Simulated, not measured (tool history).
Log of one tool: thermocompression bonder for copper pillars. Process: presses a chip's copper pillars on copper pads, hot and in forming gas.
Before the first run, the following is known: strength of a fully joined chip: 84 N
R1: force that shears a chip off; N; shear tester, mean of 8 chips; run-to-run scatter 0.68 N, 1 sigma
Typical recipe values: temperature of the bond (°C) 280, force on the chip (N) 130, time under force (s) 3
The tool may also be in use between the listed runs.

Run 1, hour 0: usual settings. Result: R1 42.1 N.
Run 2, hour 13.1: usual settings. Result: R1 43 N.
Run 3, hour 27.8: usual settings. Result: R1 42 N.
Run 4, hour 40.8: usual settings. Result: R1 40.9 N.
Run 5, hour 54.6: usual settings but time under force (s) 2. Result: R1 36.3 N.
At hour 64.7: forming gas filter changed.
Run 6, hour 81.8: usual settings but force on the chip (N) 106, time under force (s) 2. Result: R1 30.8 N.
Run 7, hour 98.5: usual settings but force on the chip (N) 118. Result: R1 40.6 N.
Run 8, hour 111.6: usual settings but force on the chip (N) 118. Result: R1 38.6 N.
Run 9, hour 125.2: usual settings but force on the chip (N) 118. Result: R1 39.7 N.
Run 10, hour 137: usual settings but force on the chip (N) 118. Result: R1 40.4 N.
Run 11, hour 151.6: usual settings but temperature of the bond (°C) 277. Result: R1 41.7 N.
Run 12, hour 175.6: usual settings but temperature of the bond (°C) 277, force on the chip (N) 187. Result: R1 56.8 N.
Run 13, hour 198.7: usual settings but force on the chip (N) 121. Result: R1 38.6 N.
Run 14, hour 212: usual settings but force on the chip (N) 121. Result: R1 39.6 N.
Run 15, hour 236.1: usual settings but temperature of the bond (°C) 253, time under force (s) 2. Result: R1 25.6 N.
Run 16, hour 248.3: usual settings but force on the chip (N) 118, time under force (s) 8. Result: R1 50.9 N.
Run 17, hour 260: usual settings but temperature of the bond (°C) 257, time under force (s) 2. Result: R1 26.3 N.
Run 18, hour 282.3: usual settings but temperature of the bond (°C) 257, time under force (s) 2. Result: R1 25.5 N.
Run 19, hour 294.1: usual settings but temperature of the bond (°C) 276, force on the chip (N) 91. Result: R1 27 N.
Run 20, hour 309: usual settings but temperature of the bond (°C) 276, force on the chip (N) 91. Result: R1 27.4 N.
At hour 312.5: force cell calibrated.
Run 21, hour 329.7: usual settings but temperature of the bond (°C) 305. Result: R1 52 N.
Run 22, hour 344.9: usual settings but temperature of the bond (°C) 305. Result: R1 51.3 N.
At hour 347.5: forming gas filter changed.
Run 23, hour 368.6: usual settings but temperature of the bond (°C) 258, force on the chip (N) 124, time under force (s) 4. Result: R1 34 N.
Run 24, hour 394.3: usual settings but temperature of the bond (°C) 264, force on the chip (N) 180, time under force (s) 5. Result: R1 54.1 N.
Run 25, hour 411.7: usual settings but temperature of the bond (°C) 286, force on the chip (N) 123, time under force (s) 2. Result: R1 35.8 N.
At hour 428.6: force cell calibrated, once more.
Run 26, hour 430.7: usual settings but temperature of the bond (°C) 286, force on the chip (N) 123, time under force (s) 2. Result: R1 37.8 N.
Run 27, hour 445.5: usual settings but temperature of the bond (°C) 279, force on the chip (N) 182, time under force (s) 7. Result: R1 68.2 N.
Run 28, hour 461: usual settings but temperature of the bond (°C) 279, force on the chip (N) 182, time under force (s) 7. Result: R1 66.9 N.

Predict each of these 5 candidate next runs independently; none follows another, all start after run 28:
Run A, hour 486.8: usual settings but temperature of the bond (°C) 298, time under force (s) 7. Result: R1 ?.
Run B, hour 486.8: usual settings but temperature of the bond (°C) 257, force on the chip (N) 178. Result: R1 ?.
Run C, hour 486.8: usual settings but temperature of the bond (°C) 259, force on the chip (N) 124. Result: R1 ?.
Run D, hour 486.8: usual settings but time under force (s) 2. Result: R1 ?.
Run E, hour 486.8: usual settings but temperature of the bond (°C) 296, force on the chip (N) 82, time under force (s) 4. Result: R1 ?.

run    R1
  A  62.2
  B  44.2
  C  31.1
  D  37.4
  E  35.9
Without the tool's hidden state the same runs would have given:
run    R1
  A  65.6
  B  47.7
  C  33.8
  D  40.3
  E  38.7

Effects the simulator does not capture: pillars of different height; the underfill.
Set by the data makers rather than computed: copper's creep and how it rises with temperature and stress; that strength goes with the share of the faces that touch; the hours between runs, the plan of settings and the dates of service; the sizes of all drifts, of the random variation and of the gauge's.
